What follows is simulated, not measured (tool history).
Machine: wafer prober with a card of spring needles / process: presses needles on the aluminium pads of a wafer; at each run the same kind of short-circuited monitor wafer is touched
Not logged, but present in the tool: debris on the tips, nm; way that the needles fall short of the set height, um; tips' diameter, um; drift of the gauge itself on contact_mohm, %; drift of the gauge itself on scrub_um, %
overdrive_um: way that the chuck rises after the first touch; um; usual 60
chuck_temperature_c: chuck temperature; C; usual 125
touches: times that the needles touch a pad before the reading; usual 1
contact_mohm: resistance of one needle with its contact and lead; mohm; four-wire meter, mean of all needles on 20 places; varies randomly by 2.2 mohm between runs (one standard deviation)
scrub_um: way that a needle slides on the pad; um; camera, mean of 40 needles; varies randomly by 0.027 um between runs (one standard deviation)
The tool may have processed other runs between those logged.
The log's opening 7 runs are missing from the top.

run   hour  overdrive_um  chuck_temperature_c  touches  touches since the tips were cleaned  cleanings since the card got new needles  touches since the first contact's height was set  contact_mohm  scrub_um
      89.7  -- tips cleaned on abrasive film
  8   99.8            60                  125        1                                 6599                                        51                                             32181           433     11.41
     101.5  -- tips cleaned on abrasive film
     113.0  -- tips cleaned on abrasive film
     117.8  -- tips cleaned on abrasive film, once more
  9  119.1            60                  125        1                                  883                                        54                                             44535           308     11.29
     130.1  -- tips cleaned on abrasive film
 10  134.7            60                  125        1                                 3040                                        55                                             54631           367     11.32
     142.7  -- tips cleaned on abrasive film
     146.5  -- height of the first contact set anew
 11  152.3            67                  125        1                                 6046                                        56                                              3774           382     12.83
     154.2  -- tips cleaned on abrasive film
 12  164.5            67                  125        1                                 6665                                        57                                             11632           390     12.76
     165.6  -- tips cleaned on abrasive film
     177.4  -- tips cleaned on abrasive film
 13  185.7            43                  125        1                                 5426                                        59                                             25345           572      8.14
     188.5  -- tips cleaned on abrasive film
     200.5  -- tips cleaned on abrasive film
 14  201.8            43                  125        1                                  805                                        61                                             35656           349      8.09
 15  211.0            60                   89        1                                 6788                                        61                                             41639           420     11.32
     212.0  -- tips cleaned on abrasive film
     223.3  -- tips cleaned on abrasive film
 16  232.0            60                   89        1                                 5660                                        63                                             55190           429     11.29
     234.5  -- tips cleaned on abrasive film
     243.1  -- height of the first contact set anew
     246.0  -- tips cleaned on abrasive film
 17  246.0            60                   89        1                                    0                                        65                                              1820           256     11.42
     257.1  -- tips cleaned on abrasive film
 18  258.2            54                  125        1                                  741                                        66                                              9724           312     10.28
     269.2  -- tips cleaned on abrasive film
 19  275.5            65                   44        1                                 4094                                        67                                             20890           361     12.30
     281.5  -- tips cleaned on abrasive film
     292.6  -- tips cleaned on abrasive film
 20  293.2            60                  125        1                                  422                                        69                                             32317           289     11.36
     304.7  -- tips cleaned on abrasive film
 21  311.6            63                   51        2                                 4521                                        70                                             44224           326     11.91
     316.0  -- tips cleaned on abrasive film
     327.4  -- tips cleaned on abrasive film
 22  332.3            63                   51        2                                 3175                                        72                                             57553           313     11.90
     338.7  -- height of the first contact set anew
     340.4  -- tips cleaned on abrasive film
 23  346.3            60                  118        1                                 3842                                        73                                              4842           385     11.47
     351.7  -- tips cleaned on abrasive film
     363.3  -- tips cleaned on abrasive film
 24  364.5            47                  125        1                                  769                                        75                                             16589           327      8.89
     375.9  -- tips cleaned on abrasive film
 25  377.1            47                  125        1                                  803                                        76                                             24726           352      8.88
     387.3  -- tips cleaned on abrasive film
 26  389.0            47                  125        1                                 1136                                        77                                             32406           347      8.85
     399.9  -- tips cleaned on abrasive film
 27  406.6            51                   92        1                                 4381                                        78                                             43804           462      9.61
     411.2  -- tips cleaned on abrasive film
     423.1  -- tips cleaned on abrasive film
 28  423.1            58                   43        3                                    0                                        80                                             54429           241     10.94
 29  433.6            67                   42        2                                 6777                                        80                                             61206           335     12.61
     435.5  -- tips cleaned on abrasive film
     435.8  -- height of the first contact set anew
     447.2  -- tips cleaned on abrasive film
 30  447.2            67                   42        2                                    0                                        82                                              7309           236     12.77
     458.3  -- tips cleaned on abrasive film
 31  459.0            60                   52        1                                  411                                        83                                             14927           271     11.43
     469.7  -- tips cleaned on abrasive film
 32  472.7            59                  125        1                                 1954                                        84                                             23797           361     11.22

Predict each of these 3 candidate next runs independently; none follows another, all start after run 32:
     481.6  -- tips cleaned on abrasive film
  A  490.9            50                  122        1                                 6069                                        85                                             35588             ?         ?
     481.6  -- tips cleaned on abrasive film
  B  490.9            60                   96        2                                 6069                                        85                                             35588             ?         ?
     481.6  -- tips cleaned on abrasive film
  C  490.9            44                   91        1                                 6069                                        85                                             35588             ?         ?

run  contact_mohm  scrub_um
  A           513      9.44
  B           363     11.31
  C           595      8.29
Had the tool no hidden state, the same runs would have come out as:
run  contact_mohm  scrub_um
  A           254      9.50
  B           246     11.38
  C           248      8.36
